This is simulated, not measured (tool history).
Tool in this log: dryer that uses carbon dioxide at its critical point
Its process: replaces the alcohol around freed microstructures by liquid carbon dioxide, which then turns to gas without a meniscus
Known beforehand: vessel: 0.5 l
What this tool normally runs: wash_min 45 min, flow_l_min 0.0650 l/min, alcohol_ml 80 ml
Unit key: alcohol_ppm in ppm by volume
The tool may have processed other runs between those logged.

{"run": 1, "day": 0.0, "wash_min": 45, "flow_l_min": 0.065, "alcohol_ml": 80, "alcohol_ppm": 2761}
{"run": 2, "day": 0.221, "wash_min": 45, "flow_l_min": 0.065, "alcohol_ml": 80, "alcohol_ppm": 2774}
{"run": 3, "day": 0.575, "wash_min": 45, "flow_l_min": 0.065, "alcohol_ml": 80, "alcohol_ppm": 2702}
{"run": 4, "day": 0.833, "wash_min": 45, "flow_l_min": 0.065, "alcohol_ml": 80, "alcohol_ppm": 2684}
{"run": 5, "day": 1.288, "wash_min": 45, "flow_l_min": 0.065, "alcohol_ml": 80, "alcohol_ppm": 2812}
{"run": 6, "day": 1.583, "wash_min": 45, "flow_l_min": 0.065, "alcohol_ml": 80, "alcohol_ppm": 2876}
{"run": 7, "day": 2.046, "wash_min": 45, "flow_l_min": 0.065, "alcohol_ml": 80, "alcohol_ppm": 2903}
{"run": 8, "day": 2.529, "wash_min": 45, "flow_l_min": 0.065, "alcohol_ml": 80, "alcohol_ppm": 2893}
{"run": 9, "day": 2.738, "wash_min": 45, "flow_l_min": 0.065, "alcohol_ml": 88, "alcohol_ppm": 3125}
{"run": 10, "day": 3.246, "wash_min": 45, "flow_l_min": 0.065, "alcohol_ml": 80, "alcohol_ppm": 2875}
{"run": 11, "day": 3.596, "wash_min": 45, "flow_l_min": 0.0476, "alcohol_ml": 80, "alcohol_ppm": 8684}
{"run": 12, "day": 4.079, "wash_min": 45, "flow_l_min": 0.0476, "alcohol_ml": 80, "alcohol_ppm": 8652}
{"run": 13, "day": 4.367, "wash_min": 45, "flow_l_min": 0.0476, "alcohol_ml": 80, "alcohol_ppm": 8628}
{"run": 14, "day": 4.65, "wash_min": 45, "flow_l_min": 0.0476, "alcohol_ml": 80, "alcohol_ppm": 8800}
{"run": 15, "day": 4.967, "wash_min": 45, "flow_l_min": 0.0408, "alcohol_ml": 80, "alcohol_ppm": 13259}
{"run": 16, "day": 5.212, "wash_min": 54, "flow_l_min": 0.0685, "alcohol_ml": 20, "alcohol_ppm": 280}
{"run": 17, "day": 5.525, "wash_min": 36, "flow_l_min": 0.065, "alcohol_ml": 96, "alcohol_ppm": 8147}
{"run": 18, "day": 5.958, "wash_min": 41, "flow_l_min": 0.065, "alcohol_ml": 80, "alcohol_ppm": 4453}
{"run": 19, "day": 6.421, "wash_min": 41, "flow_l_min": 0.065, "alcohol_ml": 80, "alcohol_ppm": 4492}
{"run": 20, "day": 6.908, "wash_min": 34, "flow_l_min": 0.0439, "alcohol_ml": 46, "alcohol_ppm": 12701}
{"run": 21, "day": 7.304, "wash_min": 34, "flow_l_min": 0.0439, "alcohol_ml": 46, "alcohol_ppm": 12618}
{"run": 22, "day": 7.804, "wash_min": 45, "flow_l_min": 0.065, "alcohol_ml": 22, "alcohol_ppm": 901}
{"run": 23, "day": 8.317, "wash_min": 68, "flow_l_min": 0.0714, "alcohol_ml": 66, "alcohol_ppm": 221}
{"run": 24, "day": 8.642, "wash_min": 68, "flow_l_min": 0.0714, "alcohol_ml": 66, "alcohol_ppm": 240}
{"run": 25, "day": 8.975, "wash_min": 68, "flow_l_min": 0.0585, "alcohol_ml": 107, "alcohol_ppm": 1097}
{"run": 26, "day": 9.3, "wash_min": 36, "flow_l_min": 0.0702, "alcohol_ml": 116, "alcohol_ppm": 8132}
{"run": 27, "day": 9.812, "wash_min": 58, "flow_l_min": 0.0537, "alcohol_ml": 35, "alcohol_ppm": 1184}
{"run": 28, "day": 10.083, "wash_min": 38, "flow_l_min": 0.0893, "alcohol_ml": 20, "alcohol_ppm": 489}

3 ways to go on from here, each from the tool as it stands after run 28. What would each give?
{"run": "A", "day": 10.342, "wash_min": 27, "flow_l_min": 0.0538, "alcohol_ml": 42, "alcohol_ppm": "?"}
{"run": "B", "day": 10.342, "wash_min": 57, "flow_l_min": 0.0893, "alcohol_ml": 25, "alcohol_ppm": "?"}
{"run": "C", "day": 10.342, "wash_min": 45, "flow_l_min": 0.0608, "alcohol_ml": 112, "alcohol_ppm": "?"}

run=A alcohol_ppm=12571
run=B alcohol_ppm=80
run=C alcohol_ppm=6296
The same runs, with their run-to-run variation unchanged, on a tool lacking any hidden condition would have given:
run=A alcohol_ppm=9521
run=B alcohol_ppm=26
run=C alcohol_ppm=3732
